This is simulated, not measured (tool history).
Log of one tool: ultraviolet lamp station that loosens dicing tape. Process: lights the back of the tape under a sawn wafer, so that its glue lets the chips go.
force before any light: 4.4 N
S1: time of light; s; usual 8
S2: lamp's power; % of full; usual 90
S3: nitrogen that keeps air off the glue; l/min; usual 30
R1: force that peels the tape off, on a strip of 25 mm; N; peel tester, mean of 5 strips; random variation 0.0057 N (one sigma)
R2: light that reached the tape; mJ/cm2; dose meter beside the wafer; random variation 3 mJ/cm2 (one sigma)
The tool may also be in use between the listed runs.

run	hour	S1	S2	S3	R1	R2
1	0	8	90	30	0.146	408
2	5	8	90	30	0.147	410
3	11.3	11	90	30	0.084	561
4	15.9	8	82	30	0.21	380
5	22.1	8	82	30	0.197	370
6	26.3	8	82	30	0.193	372
7	33.4	8	82	30	0.19	374
8	40.8	8	90	30	0.162	410
9	47.3	8	61	30	0.394	274
10	53.1	8	61	30	0.392	275
11	61.2	8	90	30	0.156	410
12	67.3	8	90	30	0.161	406
13	74.3	8	90	30	0.162	404
14	83.7	8	90	30	0.157	401
15	89.4	8	90	30	0.164	409
16	96.8	8	65	30	0.369	292
17	106.1	8	67	30	0.326	299
18	114.4	5	90	30	0.476	251
19	123.8	5	90	30	0.491	249
20	132.9	5	90	30	0.495	247
21	141.2	8	90	30	0.157	401
22	146	16	82	16	0.073	720
23	152.3	5	90	30	0.486	250
24	160	7	80	35	0.309	310
25	169.3	12	93	10	0.117	612
26	177.9	12	66	53	0.108	434
27	186	12	66	53	0.11	433
28	193.4	6	90	30	0.357	295
29	201.6	12	87	50	0.063	575
30	205.4	12	87	50	0.071	564
31	214.6	12	87	50	0.079	564
32	222.6	12	87	50	0.06	560
33	229.5	5	89	10	0.813	240
34	235.2	13	97	40	0.052	674
35	244.4	13	97	40	0.07	679
36	252.6	12	61	10	0.322	392
37	257.8	12	61	10	0.318	390
38	266.8	12	61	10	0.32	395

The next listed run, before its measurement:
39	274	5	92	12	?	?

{"run 39": {"R1": 0.759, "R2": 247}}
Without the tool's hidden state the same run would have given R1 0.602 N, R2 282 mJ/cm2.

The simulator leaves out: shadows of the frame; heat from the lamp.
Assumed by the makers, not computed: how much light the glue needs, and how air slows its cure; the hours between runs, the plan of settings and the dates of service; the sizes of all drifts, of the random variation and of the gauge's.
